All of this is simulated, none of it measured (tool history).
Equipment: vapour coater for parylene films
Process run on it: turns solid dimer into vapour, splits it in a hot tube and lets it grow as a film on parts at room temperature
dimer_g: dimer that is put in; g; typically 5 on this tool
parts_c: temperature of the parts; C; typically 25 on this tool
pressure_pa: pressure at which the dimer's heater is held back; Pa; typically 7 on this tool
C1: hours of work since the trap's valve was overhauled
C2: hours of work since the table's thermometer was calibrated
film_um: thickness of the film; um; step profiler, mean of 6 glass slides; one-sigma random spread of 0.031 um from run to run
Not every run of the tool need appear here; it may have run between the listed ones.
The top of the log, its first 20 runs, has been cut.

{"run": 21, "hour": 1229.2, "dimer_g": 5, "parts_c": 30, "pressure_pa": 7, "C1": 343, "C2": 189, "film_um": 2.31}
{"run": 22, "hour": 1310.6, "dimer_g": 5, "parts_c": 30, "pressure_pa": 7, "C1": 411, "C2": 258, "film_um": 2.27}
{"hour": 1352.7, "done": "trap's valve overhauled"}
{"run": 23, "hour": 1353.4, "dimer_g": 5, "parts_c": 30, "pressure_pa": 7, "C1": 1, "C2": 291, "film_um": 2.62}
{"run": 24, "hour": 1393.3, "dimer_g": 5, "parts_c": 30, "pressure_pa": 7, "C1": 34, "C2": 325, "film_um": 2.6}
{"run": 25, "hour": 1443.2, "dimer_g": 5, "parts_c": 30, "pressure_pa": 7, "C1": 77, "C2": 367, "film_um": 2.57}
{"run": 26, "hour": 1485.8, "dimer_g": 5, "parts_c": 18, "pressure_pa": 3.24, "C1": 113, "C2": 403, "film_um": 3.63}
{"run": 27, "hour": 1546.7, "dimer_g": 5, "parts_c": 18, "pressure_pa": 3.24, "C1": 164, "C2": 455, "film_um": 3.58}
{"run": 28, "hour": 1589.8, "dimer_g": 8, "parts_c": 27, "pressure_pa": 7, "C1": 201, "C2": 491, "film_um": 4.2}
{"run": 29, "hour": 1638.0, "dimer_g": 6, "parts_c": 25, "pressure_pa": 5.9, "C1": 241, "C2": 532, "film_um": 3.28}
{"run": 30, "hour": 1688.0, "dimer_g": 4, "parts_c": 25, "pressure_pa": 5.9, "C1": 284, "C2": 574, "film_um": 2.2}
{"run": 31, "hour": 1742.1, "dimer_g": 4, "parts_c": 18, "pressure_pa": 2.23, "C1": 329, "C2": 620, "film_um": 2.79}
{"run": 32, "hour": 1790.8, "dimer_g": 4, "parts_c": 18, "pressure_pa": 2.23, "C1": 371, "C2": 661, "film_um": 2.73}
{"run": 33, "hour": 1831.0, "dimer_g": 4, "parts_c": 18, "pressure_pa": 2.23, "C1": 405, "C2": 695, "film_um": 2.71}
{"hour": 1879.0, "done": "trap's valve overhauled"}
{"run": 34, "hour": 1892.3, "dimer_g": 5, "parts_c": 20, "pressure_pa": 2.45, "C1": 11, "C2": 743, "film_um": 3.68}
{"run": 35, "hour": 1949.7, "dimer_g": 4, "parts_c": 29, "pressure_pa": 2.45, "C1": 60, "C2": 792, "film_um": 2.32}
{"run": 36, "hour": 1991.3, "dimer_g": 4, "parts_c": 36, "pressure_pa": 2.7, "C1": 95, "C2": 827, "film_um": 1.96}
{"run": 37, "hour": 2065.8, "dimer_g": 4, "parts_c": 37, "pressure_pa": 4.35, "C1": 158, "C2": 890, "film_um": 1.74}
{"run": 38, "hour": 2135.1, "dimer_g": 3, "parts_c": 29, "pressure_pa": 2.23, "C1": 217, "C2": 949, "film_um": 1.69}
{"run": 39, "hour": 2179.7, "dimer_g": 4, "parts_c": 18, "pressure_pa": 5.75, "C1": 254, "C2": 987, "film_um": 2.58}
{"run": 40, "hour": 2226.3, "dimer_g": 4, "parts_c": 18, "pressure_pa": 5.75, "C1": 294, "C2": 1026, "film_um": 2.55}
{"run": 41, "hour": 2261.8, "dimer_g": 6, "parts_c": 20, "pressure_pa": 5.35, "C1": 324, "C2": 1056, "film_um": 3.62}

Run 42 has not been measured yet. What should we expect?
{"run": 42, "hour": 2342.8, "dimer_g": 9, "parts_c": 17, "pressure_pa": 5.35, "C1": 392, "C2": 1125, "film_um": "?"}

For run 42 the tool returned film_um 5.68 um.
With the hidden condition absent and the run-to-run variation left alone, this run would have shown film_um 6.65 um.
